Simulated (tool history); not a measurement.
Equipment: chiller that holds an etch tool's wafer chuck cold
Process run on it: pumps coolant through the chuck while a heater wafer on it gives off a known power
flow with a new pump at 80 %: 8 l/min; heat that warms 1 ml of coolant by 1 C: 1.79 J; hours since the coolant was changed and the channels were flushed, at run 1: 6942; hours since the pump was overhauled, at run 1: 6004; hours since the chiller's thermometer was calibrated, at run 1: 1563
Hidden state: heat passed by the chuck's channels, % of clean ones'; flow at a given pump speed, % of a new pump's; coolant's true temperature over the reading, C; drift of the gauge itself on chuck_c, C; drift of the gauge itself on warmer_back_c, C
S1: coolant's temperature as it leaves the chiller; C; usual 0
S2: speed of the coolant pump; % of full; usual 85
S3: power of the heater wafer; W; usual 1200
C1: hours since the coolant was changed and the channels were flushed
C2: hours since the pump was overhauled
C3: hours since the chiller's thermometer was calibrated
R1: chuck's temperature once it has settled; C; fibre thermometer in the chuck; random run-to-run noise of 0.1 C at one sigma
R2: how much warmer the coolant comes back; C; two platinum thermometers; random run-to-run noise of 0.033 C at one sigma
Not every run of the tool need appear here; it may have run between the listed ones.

Run 1, hour 0: usual settings; C1 6942; C2 6004; C3 1563. Result: R1 9.6 C, R2 5.28 C.
Run 2, hour 134.9: usual settings but S1 8 C; C1 7077; C2 6139; C3 1698. Result: R1 17.7 C, R2 5.29 C.
Run 3, hour 307.6: usual settings but S1 8 C; C1 7250; C2 6312; C3 1871. Result: R1 17.7 C, R2 5.35 C.
Run 4, hour 488: usual settings; C1 7430; C2 6492; C3 2051. Result: R1 9.9 C, R2 5.34 C.
Run 5, hour 602.1: usual settings but S1 -4 C; C1 7544; C2 6606; C3 2165. Result: R1 5.8 C, R2 5.37 C.
Run 6, hour 733.7: usual settings; C1 7676; C2 6738; C3 2297. Result: R1 9.8 C, R2 5.41 C.
Run 7, hour 885.8: usual settings; C1 7828; C2 6890; C3 2449. Result: R1 9.8 C, R2 5.35 C.
At hour 903.4: chiller's thermometer calibrated.
Run 8, hour 1015.8: usual settings; C1 7957; C2 7019; C3 112. Result: R1 10 C, R2 5.42 C.
Run 9, hour 1158.3: usual settings; C1 8100; C2 7162; C3 255. Result: R1 10 C, R2 5.43 C.
Run 10, hour 1270.3: usual settings but S1 8 C; C1 8212; C2 7274; C3 367. Result: R1 18.3 C, R2 5.44 C.
At hour 1332.5: coolant changed, channels flushed.
Run 11, hour 1451.1: usual settings but S1 8 C, S3 1649 W; C1 119; C2 7448; C3 542. Result: R1 20.3 C, R2 7.5 C.
Run 12, hour 1623.5: usual settings but S1 2 C, S2 94 % of full; C1 291; C2 7621; C3 714. Result: R1 10.1 C, R2 4.86 C.
Run 13, hour 1766.6: usual settings but S1 7 C, S2 98 % of full; C1 434; C2 7764; C3 857. Result: R1 15.1 C, R2 4.67 C.
At hour 1948: chiller's thermometer calibrated, once more.
Run 14, hour 1964.8: usual settings but S3 970 W; C1 631; C2 7961; C3 17. Result: R1 7.4 C, R2 4.46 C.
Run 15, hour 2166.9: usual settings but S2 95 % of full, S3 1621 W; C1 833; C2 8163; C3 219. Result: R1 11.4 C, R2 6.67 C.
Run 16, hour 2377.4: usual settings but S1 7 C, S2 60 % of full; C1 1044; C2 8374; C3 429. Result: R1 19.5 C, R2 8.18 C.

Forecast each of these 5 alternatives for the next run:
Run A, hour 2599.5: usual settings but S1 4 C, S2 72 % of full, S3 1022 W; C1 1266; C2 8596; C3 651. Result: R1 ?, R2 ?.
Run B, hour 2599.5: usual settings but S1 10 C; C1 1266; C2 8596; C3 651. Result: R1 ?, R2 ?.
Run C, hour 2599.5: usual settings but S2 61 % of full; C1 1266; C2 8596; C3 651. Result: R1 ?, R2 ?.
Run D, hour 2599.5: usual settings but S2 90 % of full; C1 1266; C2 8596; C3 651. Result: R1 ?, R2 ?.
Run E, hour 2599.5: usual settings but S1 3 C, S2 62 % of full, S3 975 W; C1 1266; C2 8596; C3 651. Result: R1 ?, R2 ?.

run    R1    R2
  A  13.2  5.79
  B  19.4  5.53
  C  12.4  8.02
  D   8.8  5.23
  E    13  6.49
What these runs would have given with no unlogged condition in the tool:
run    R1    R2
  A  11.9  4.87
  B    18  4.64
  C  10.7  6.73
  D   7.5  4.39
  E  11.6  5.46

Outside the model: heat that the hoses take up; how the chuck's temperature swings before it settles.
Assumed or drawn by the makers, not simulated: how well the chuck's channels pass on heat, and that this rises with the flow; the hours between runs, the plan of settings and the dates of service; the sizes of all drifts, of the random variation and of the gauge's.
